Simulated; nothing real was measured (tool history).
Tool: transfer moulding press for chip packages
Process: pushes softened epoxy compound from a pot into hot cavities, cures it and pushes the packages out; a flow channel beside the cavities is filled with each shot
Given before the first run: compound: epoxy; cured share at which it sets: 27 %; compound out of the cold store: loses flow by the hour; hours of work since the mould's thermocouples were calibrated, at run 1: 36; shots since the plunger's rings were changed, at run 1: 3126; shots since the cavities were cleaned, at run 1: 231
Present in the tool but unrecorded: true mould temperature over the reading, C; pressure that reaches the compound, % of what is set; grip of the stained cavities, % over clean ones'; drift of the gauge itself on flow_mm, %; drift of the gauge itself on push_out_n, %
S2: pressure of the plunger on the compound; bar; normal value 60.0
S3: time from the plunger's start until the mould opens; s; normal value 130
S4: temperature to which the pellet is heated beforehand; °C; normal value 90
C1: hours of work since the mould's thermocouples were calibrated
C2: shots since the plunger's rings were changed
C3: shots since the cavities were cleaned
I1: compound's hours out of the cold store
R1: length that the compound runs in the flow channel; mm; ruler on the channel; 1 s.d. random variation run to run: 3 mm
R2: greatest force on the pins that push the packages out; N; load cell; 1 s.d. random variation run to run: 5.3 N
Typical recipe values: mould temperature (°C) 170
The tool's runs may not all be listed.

Run 1, day 0.000: usual settings; C1 36; C2 3126; C3 231; I1 32.5. Result: R1 514 mm, R2 225 N.
Run 2, day 1.654: usual settings; C1 54; C2 3389; C3 494; I1 32.6. Result: R1 519 mm, R2 240 N.
Run 3, day 2.975: usual settings; C1 68; C2 3598; C3 703; I1 26.2. Result: R1 531 mm, R2 256 N.
Run 4, day 4.317: usual settings but S2 52.3 bar; C1 83; C2 3810; C3 915; I1 18.8. Result: R1 507 mm, R2 257 N.
At day 5.142: plunger's sealing rings changed.
At day 6.083: cavities cleaned with cleaning compound and waxed.
Run 5, day 6.438: usual settings but mould temperature (°C) 167, S2 52.3 bar; C1 104; C2 196; C3 57; I1 33.6. Result: R1 498 mm, R2 203 N.
Run 6, day 7.946: usual settings but mould temperature (°C) 167, S2 52.3 bar; C1 120; C2 435; C3 296; I1 25.9. Result: R1 524 mm, R2 261 N.
Run 7, day 9.796: usual settings; C1 140; C2 729; C3 590; I1 23.9. Result: R1 557 mm, R2 241 N.
Run 8, day 11.175: usual settings but S3 118 s; C1 155; C2 947; C3 808; I1 37.4. Result: R1 514 mm, R2 272 N.
Run 9, day 12.208: usual settings but S3 122 s; C1 167; C2 1111; C3 972; I1 32.5. Result: R1 527 mm, R2 270 N.
At day 13.475: cavities cleaned with cleaning compound and waxed.
Run 10, day 13.475: usual settings but S2 55.4 bar; C1 180; C2 1302; C3 0; I1 24.5. Result: R1 527 mm, R2 197 N.
Run 11, day 14.971: usual settings but mould temperature (°C) 177; C1 196; C2 1539; C3 237; I1 8.4. Result: R1 578 mm, R2 223 N.
Run 12, day 16.967: usual settings but mould temperature (°C) 177; C1 218; C2 1856; C3 554; I1 27.2. Result: R1 526 mm, R2 254 N.
Run 13, day 18.308: usual settings; C1 232; C2 2068; C3 766; I1 18.4. Result: R1 560 mm, R2 258 N.
Run 14, day 19.567: usual settings; C1 246; C2 2268; C3 966; I1 24.0. Result: R1 549 mm, R2 271 N.
At day 20.862: cavities cleaned with cleaning compound and waxed.
Run 15, day 21.117: usual settings but mould temperature (°C) 176, S4 84 °C; C1 262; C2 2504; C3 40; I1 15.1. Result: R1 555 mm, R2 181 N.
Run 16, day 22.975: usual settings but mould temperature (°C) 165, S2 69.3 bar, S4 84 °C; C1 282; C2 2799; C3 335; I1 38.4. Result: R1 553 mm, R2 268 N.
Run 17, day 24.525: usual settings but mould temperature (°C) 172, S2 52.4 bar; C1 299; C2 3045; C3 581; I1 36.7. Result: R1 468 mm, R2 243 N.
Run 18, day 26.358: usual settings but S2 59.3 bar, S4 86 °C; C1 319; C2 3336; C3 872; I1 17.6. Result: R1 556 mm, R2 270 N.
Run 19, day 27.825: usual settings but mould temperature (°C) 171, S3 140 s, S4 97 °C; C1 335; C2 3568; C3 1104; I1 40.8. Result: R1 490 mm, R2 250 N.
At day 28.246: cavities cleaned with cleaning compound and waxed.
Run 20, day 29.629: usual settings but mould temperature (°C) 171, S3 137 s, S4 99 °C; C1 354; C2 3844; C3 219; I1 40.5. Result: R1 496 mm, R2 223 N.
At day 30.212: plunger's sealing rings changed.
Run 21, day 31.371: usual settings but mould temperature (°C) 171, S2 49.4 bar, S3 168 s, S4 85 °C; C1 372; C2 183; C3 479; I1 22.8. Result: R1 508 mm, R2 222 N.
Run 22, day 32.817: usual settings but S2 74.3 bar; C1 387; C2 413; C3 709; I1 39.1. Result: R1 582 mm, R2 259 N.
Run 23, day 34.175: usual settings but S2 74.2 bar, S4 96 °C; C1 402; C2 628; C3 924; I1 24.6. Result: R1 621 mm, R2 252 N.
At day 35.738: cavities cleaned with cleaning compound and waxed.
Run 24, day 36.312: usual settings but S2 74.2 bar, S3 151 s, S4 97 °C; C1 425; C2 957; C3 91; I1 33.8. Result: R1 586 mm, R2 184 N.
Run 25, day 37.629: usual settings but mould temperature (°C) 163, S2 74.2 bar, S3 160 s, S4 99 °C; C1 439; C2 1166; C3 300; I1 43.6. Result: R1 571 mm, R2 232 N.
Run 26, day 39.712: usual settings but S2 65.1 bar, S3 161 s; C1 462; C2 1497; C3 631; I1 41.7. Result: R1 525 mm, R2 257 N.
Run 27, day 41.371: usual settings but mould temperature (°C) 168, S2 50.8 bar; C1 480; C2 1760; C3 894; I1 17.6. Result: R1 522 mm, R2 280 N.

Expected results for the next run?
Run 28, day 42.312: usual settings but S3 132 s, S4 96 °C; C1 490; C2 1909; C3 1043; I1 31.6. Result: R1 ?, R2 ?.

R1: 528 mm
R2: 269 N
With no hidden state in the tool, this same run would have given R1 541 mm, R2 181 N.
